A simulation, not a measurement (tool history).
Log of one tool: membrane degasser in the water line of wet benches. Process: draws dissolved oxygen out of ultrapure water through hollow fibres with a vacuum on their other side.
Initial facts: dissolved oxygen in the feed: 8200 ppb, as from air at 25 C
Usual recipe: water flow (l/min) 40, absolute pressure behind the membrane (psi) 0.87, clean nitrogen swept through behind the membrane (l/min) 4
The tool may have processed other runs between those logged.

run	hour	water flow (l/min)	absolute pressure behind the membrane (psi)	clean nitrogen swept through behind the membrane (l/min)	dissolved oxygen in the water behind the degasser (ppb)	pressure that the water loses in the fibres (psi)
1	0	40	0.87	4	272.7	6.902
# hour 54.1: seals of the vacuum lines changed
2	100.4	40	0.87	4	266.8	6.923
3	196.2	40	0.679	4	238.8	6.899
4	269.7	40	0.87	4	275.4	6.889
5	314.5	40	0.87	4	270.8	6.873
6	415.4	25	0.87	4	79.5	4.268
7	504.5	25	0.87	4	78.6	4.28
8	597.2	25	0.87	4	79.1	4.292
9	666.7	25	0.87	4	81.1	4.295
10	758.9	40	0.87	4	271	6.827
11	846.6	40	0.87	4	269.8	6.781
12	903.9	40	0.87	4	270.3	6.795
13	970	40	0.87	4	268	6.821
14	1059.9	42	0.87	4	299.8	7.156
# hour 1105.5: vacuum gauge calibrated
15	1106.3	42	0.87	4	304.3	7.111
16	1154.4	40	0.87	10.44	228.3	6.798
17	1252.8	61	1.462	4.86	778.5	10.359
18	1319.7	61	1.462	4.86	762.3	10.327
19	1418.7	61	1.462	4.86	759.8	10.359
20	1493	57	1.462	7.66	635.3	9.578
21	1542	40	0.615	5.17	223.2	6.727
22	1618.7	40	0.615	5.17	224.1	6.762
23	1718.6	34	0.532	5.29	129.9	5.784
# hour 1765.2: gauge calibrated
24	1802.6	34	0.917	10.21	149.4	5.922
25	1847.5	29	0.806	5.18	101.7	4.97
26	1950.8	40	0.979	3.88	289.7	6.881
27	2058.8	39	0.87	10.25	215.7	6.696
28	2119.9	59	0.653	4.28	585.7	10.221
29	2211.3	59	0.653	4.28	591.6	10.15
30	2311.4	24	0.657	3.26	53.7	4.092
31	2391.2	37	0.619	11.42	172.1	6.321

What if the next run were any one of these 5? Each begins from the tool's condition after run 31:
A	2452.6	40	0.87	1.9	?	?
B	2452.6	40	0.87	2.7	?	?
C	2452.6	32	1.189	10.72	?	?
D	2452.6	59	0.619	11.42	?	?
E	2452.6	40	0.622	4	?	?

run	dissolved oxygen in the water behind the degasser (ppb)	pressure that the water loses in the fibres (psi)
A	333.3	6.801
B	291.3	6.825
C	135.1	5.468
D	569	10.054
E	231.1	6.891
With the hidden condition removed and each run's random variation left untouched, the same runs would have given:
run	dissolved oxygen in the water behind the degasser (ppb)	pressure that the water loses in the fibres (psi)
A	333	6.868
B	291	6.892
C	134.9	5.522
D	568.5	10.151
E	230.9	6.956
